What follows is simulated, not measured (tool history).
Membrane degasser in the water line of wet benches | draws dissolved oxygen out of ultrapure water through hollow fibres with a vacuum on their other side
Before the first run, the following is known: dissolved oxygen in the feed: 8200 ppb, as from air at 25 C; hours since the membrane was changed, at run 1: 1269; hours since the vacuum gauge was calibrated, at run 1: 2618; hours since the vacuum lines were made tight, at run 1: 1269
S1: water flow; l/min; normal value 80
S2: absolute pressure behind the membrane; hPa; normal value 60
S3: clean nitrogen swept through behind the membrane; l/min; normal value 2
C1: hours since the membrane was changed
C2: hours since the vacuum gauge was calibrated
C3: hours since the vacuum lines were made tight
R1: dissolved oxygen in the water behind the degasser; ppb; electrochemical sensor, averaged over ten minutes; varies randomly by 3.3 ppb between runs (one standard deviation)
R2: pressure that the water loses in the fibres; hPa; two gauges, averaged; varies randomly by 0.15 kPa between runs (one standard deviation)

| run | day | S1 | S2 | S3 | C1 | C2 | C3 | R1 | R2 |
|---|---|---|---|---|---|---|---|---|---|
| 1 | 0 | 80 | 60 | 2 | 1269 | 2618 | 1269 | 344.8 | 256.2 |
| 2 | 9.221 | 80 | 60 | 2 | 1491 | 2839 | 1491 | 338.1 | 257.8 |
| 3 | 18.208 | 80 | 60 | 2 | 1706 | 3055 | 1706 | 343.9 | 257.4 |
| 4 | 28.504 | 68 | 60 | 2 | 1953 | 3302 | 1953 | 296.6 | 217 |
| 5 | 37.854 | 68 | 60 | 2 | 2178 | 3526 | 2178 | 301.7 | 220.2 |
| 6 | 46.925 | 80 | 100.7 | 2 | 2395 | 3744 | 2395 | 647.4 | 261.6 |
| 7 | 57.338 | 111 | 60 | 2 | 2645 | 3994 | 2645 | 485.2 | 360.3 |
| 8 | 66.975 | 80 | 60 | 2 | 2877 | 4225 | 2877 | 358.7 | 260.6 |
|  | 68.046 | seals of the vacuum lines changed |
|  | 68.738 | vacuum gauge calibrated |
| 9 | 75.133 | 80 | 60 | 2 | 3070 | 154 | 170 | 340.7 | 258.6 |
| 10 | 83.779 | 80 | 60 | 2 | 3278 | 361 | 377 | 342.1 | 263.7 |
| 11 | 94.904 | 80 | 68 | 2 | 3545 | 628 | 644 | 401.4 | 261.9 |
| 12 | 101.833 | 80 | 68 | 2 | 3711 | 794 | 810 | 406.2 | 260.3 |
| 13 | 109.117 | 80 | 68 | 2 | 3886 | 969 | 985 | 407.4 | 263 |
| 14 | 118.75 | 80 | 68 | 2 | 4117 | 1200 | 1216 | 406.6 | 264.3 |
| 15 | 124.917 | 80 | 68 | 2 | 4265 | 1348 | 1364 | 410 | 262.4 |
| 16 | 135.096 | 80 | 60 | 1.57 | 4509 | 1593 | 1609 | 408.5 | 264.6 |
| 17 | 141.167 | 80 | 60 | 1.57 | 4655 | 1738 | 1754 | 403.2 | 265.2 |
| 18 | 151.896 | 52 | 93.7 | 2 | 4912 | 1996 | 2012 | 407.4 | 171.9 |
| 19 | 157.533 | 52 | 93.7 | 2 | 5048 | 2131 | 2147 | 417.5 | 173 |
| 20 | 166.392 | 52 | 93.7 | 2 | 5260 | 2344 | 2360 | 407.4 | 171.8 |
| 21 | 177.271 | 63 | 98.8 | 2 | 5521 | 2605 | 2621 | 529.9 | 209.4 |
| 22 | 184.521 | 107 | 47.7 | 1.43 | 5695 | 2779 | 2795 | 419.9 | 357.4 |
|  | 188.654 | seals of the vacuum lines changed |
| 23 | 189.775 | 107 | 47.7 | 1.43 | 5819 | 2903 | 27 | 420.6 | 358.6 |
| 24 | 200.258 | 107 | 47.7 | 1.43 | 6071 | 3155 | 279 | 417.3 | 360.9 |
| 25 | 212.233 | 107 | 47.7 | 1.43 | 6358 | 3442 | 566 | 435.5 | 359.5 |
| 26 | 219.021 | 56 | 91.7 | 2 | 6521 | 3605 | 729 | 438.1 | 190 |
| 27 | 226.033 | 56 | 91.7 | 2 | 6690 | 3773 | 897 | 441.9 | 190 |
| 28 | 236.858 | 56 | 78.6 | 3.13 | 6949 | 4033 | 1157 | 283 | 187.9 |
| 29 | 242.838 | 56 | 78.6 | 3.13 | 7093 | 4176 | 1300 | 279.1 | 189.3 |
|  | 246.721 | vacuum gauge calibrated |
| 30 | 250.171 | 86 | 60 | 2 | 7268 | 83 | 1476 | 392 | 293.1 |
| 31 | 256.725 | 80 | 132.7 | 2 | 7426 | 240 | 1633 | 898 | 270.4 |

Hidden state at the last listed run before each entry between runs and at the first one after, where it differs:
Runs 8 to 9: seals of the vacuum lines changed (day 68.046); vacuum gauge calibrated (day 68.738)
  membrane still open, %: 97.1 -> 96.9; true pressure behind the membrane over the reading, kPa: 0.33 -> 0; air that leaks in behind the membrane, l/min: 0.0142 -> 0.0043
  measured result minus the result with no hidden state, R1: +37.7 -> +14.6 ppb; R2: +7.4 -> +8 hPa
Runs 22 to 23: seals of the vacuum lines changed (day 188.654)
  membrane still open, %: 94.4 -> 94.3; true pressure behind the membrane over the reading, kPa: 0.24 -> 0.25; air that leaks in behind the membrane, l/min: 0.014 -> 0.0012
  measured result minus the result with no hidden state, R1: +66.3 -> +68.8 ppb; R2: +19.9 -> +20.5 hPa
Runs 29 to 30: vacuum gauge calibrated (day 246.721)
  membrane still open, %: 93.1 -> 92.9; true pressure behind the membrane over the reading, kPa: 0.38 -> 0.07; air that leaks in behind the membrane, l/min: 0.0059 -> 0.0065
  measured result minus the result with no hidden state, R1: +38.2 -> +45.1 ppb; R2: +13.2 -> +20.8 hPa
